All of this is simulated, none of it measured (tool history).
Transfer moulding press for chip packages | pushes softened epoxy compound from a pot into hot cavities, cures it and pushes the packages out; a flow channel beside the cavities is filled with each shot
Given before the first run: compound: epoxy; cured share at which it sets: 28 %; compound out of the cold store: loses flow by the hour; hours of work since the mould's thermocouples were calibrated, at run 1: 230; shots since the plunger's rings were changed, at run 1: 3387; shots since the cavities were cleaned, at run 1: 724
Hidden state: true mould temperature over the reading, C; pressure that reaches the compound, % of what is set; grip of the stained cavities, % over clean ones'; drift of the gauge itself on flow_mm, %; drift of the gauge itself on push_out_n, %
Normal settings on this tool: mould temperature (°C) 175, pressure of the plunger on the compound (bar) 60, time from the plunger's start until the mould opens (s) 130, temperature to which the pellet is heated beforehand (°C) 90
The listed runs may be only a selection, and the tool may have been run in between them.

run     day  mould temperature (°C)  pressure of the plunger on the compound (bar)  time from the plunger's start until the mould opens (s)  temperature to which the pellet is heated beforehand (°C)  hours of work since the mould's thermocouples were calibrated  shots since the plunger's rings were changed  shots since the cavities were cleaned  incoming compound's hours out of the cold store  length that the compound runs in the flow channel (mm)  greatest force on the pins that push the packages out (N)
  1       0                     175                                             60                                                      130                                                         90                                                            230                                          3387                                    724                                             40.2                                                     583                                                        622
  2   2.008                     175                                             60                                                      130                                                         90                                                            259                                          3815                                   1152                                             39.1                                                     572                                                        654
      2.225  -- cavities cleaned with cleaning compound and waxed
  3   3.271                     175                                             60                                                      130                                                         97                                                            277                                          4071                                    223                                             24.8                                                     592                                                        477
  4   4.579                     175                                             60                                                      130                                                         97                                                            296                                          4350                                    502                                             24.9                                                     594                                                        566
  5   6.138                     175                                             60                                                      130                                                         90                                                            318                                          4682                                    834                                             13.4                                                     611                                                        643
      7.025  -- plunger's sealing rings changed
      7.854  -- mould's thermocouples calibrated
      8.058  -- cavities cleaned with cleaning compound and waxed
  6   8.138                     175                                             60                                                      130                                                         90                                                              3                                           206                                     17                                             39.5                                                     615                                                        348
  7   9.738                     175                                             60                                                      130                                                         90                                                             26                                           548                                    359                                             13.1                                                     664                                                        537
  8  11.721                     175                                             60                                                      130                                                         90                                                             55                                           971                                    782                                             47.3                                                     599                                                        609
  9   13.35                     175                                             60                                                      130                                                         90                                                             79                                          1318                                   1129                                             25.4                                                     637                                                        672
     13.746  -- cavities cleaned with cleaning compound and waxed
 10  15.308                     175                                             60                                                      130                                                         90                                                            106                                          1722                                    332                                             45.2                                                     586                                                        553
 11  16.308                     171                                             60                                                      130                                                         90                                                            121                                          1936                                    546                                             33.7                                                     621                                                        715
 12  17.371                     171                                             60                                                      130                                                         90                                                            136                                          2163                                    773                                             41.1                                                     613                                                        717
 13    18.6                     179                                             60                                                      130                                                         90                                                            154                                          2425                                   1035                                             10.1                                                     624                                                        617
     19.521  -- cavities cleaned with cleaning compound and waxed
 14  20.842                     179                                             60                                                      130                                                         90                                                            186                                          2890                                    282                                             34.4                                                     573                                                        493
 15  22.817                     170                                           71.9                                                      165                                                         85                                                            214                                          3311                                    703                                             28.6                                                     673                                                        624
     25.154  -- cavities cleaned with cleaning compound and waxed
 16  25.254                     175                                           54.7                                                      133                                                         82                                                            249                                          3818                                     21                                             21.3                                                     573                                                        343
 17  27.521                     175                                           54.7                                                      133                                                         82                                                            282                                          4302                                    505                                             31.6                                                     556                                                        600
 18  29.512                     175                                             60                                                      130                                                         86                                                            311                                          4727                                    930                                             20.9                                                     592                                                        675
     30.271  -- plunger's sealing rings changed
     30.888  -- cavities cleaned with cleaning compound and waxed
     31.858  -- mould's thermocouples calibrated
 19  31.858                     171                                             60                                                      130                                                         84                                                              0                                           308                                    190                                             39.1                                                     629                                                        530
 20  33.679                     171                                             60                                                      130                                                         84                                                             26                                           696                                    578                                             28.1                                                     647                                                        742
 21  35.442                     168                                           45.4                                                      124                                                         86                                                             52                                          1072                                    954                                             35.9                                                     564                                                       1006
     36.638  -- cavities cleaned with cleaning compound and waxed
 22  37.429                     168                                           45.4                                                      124                                                         86                                                             80                                          1483                                    169                                             31.7                                                     556                                                        680
 23  39.388                     168                                           45.4                                                      124                                                         86                                                            108                                          1901                                    587                                             19.5                                                     573                                                        958
 24  40.896                     175                                             60                                                      134                                                         90                                                            130                                          2222                                    908                                             42.4                                                     584                                                        614
     42.342  -- cavities cleaned with cleaning compound and waxed
 25  42.929                     171                                             60                                                      113                                                         90                                                            159                                          2643                                    126                                             24.4                                                     620                                                        650
 26  44.288                     171                                             60                                                      113                                                         90                                                            178                                          2933                                    416                                               13                                                     644                                                        857
 27  45.304                     175                                             60                                                      111                                                         94                                                            193                                          3150                                    633                                               17                                                     628                                                        722
 28  46.333                     170                                             60                                                      111                                                         94                                                            208                                          3369                                    852                                             33.1                                                     610                                                       1097

Forecast each of these 3 alternatives for the next run:
     48.138  -- cavities cleaned with cleaning compound and waxed
  A  48.496                     175                                             60                                                      132                                                         98                                                            239                                          3818                                     77                                             45.3                                                       ?                                                          ?
     48.138  -- cavities cleaned with cleaning compound and waxed
  B  48.496                     168                                           66.2                                                      130                                                         95                                                            239                                          3818                                     77                                                9                                                       ?                                                          ?
     48.138  -- cavities cleaned with cleaning compound and waxed
  C  48.496                     175                                           56.7                                                      114                                                         90                                                            239                                          3818                                     77                                             14.7                                                       ?                                                          ?

run  length that the compound runs in the flow channel (mm)  greatest force on the pins that push the packages out (N)
  A                                                     565                                                        380
  B                                                     701                                                        582
  C                                                     602                                                        443
With the hidden condition removed and each run's random variation left untouched, the same runs would have given:
run  length that the compound runs in the flow channel (mm)  greatest force on the pins that push the packages out (N)
  A                                                     610                                                        311
  B                                                     757                                                        467
  C                                                     651                                                        360
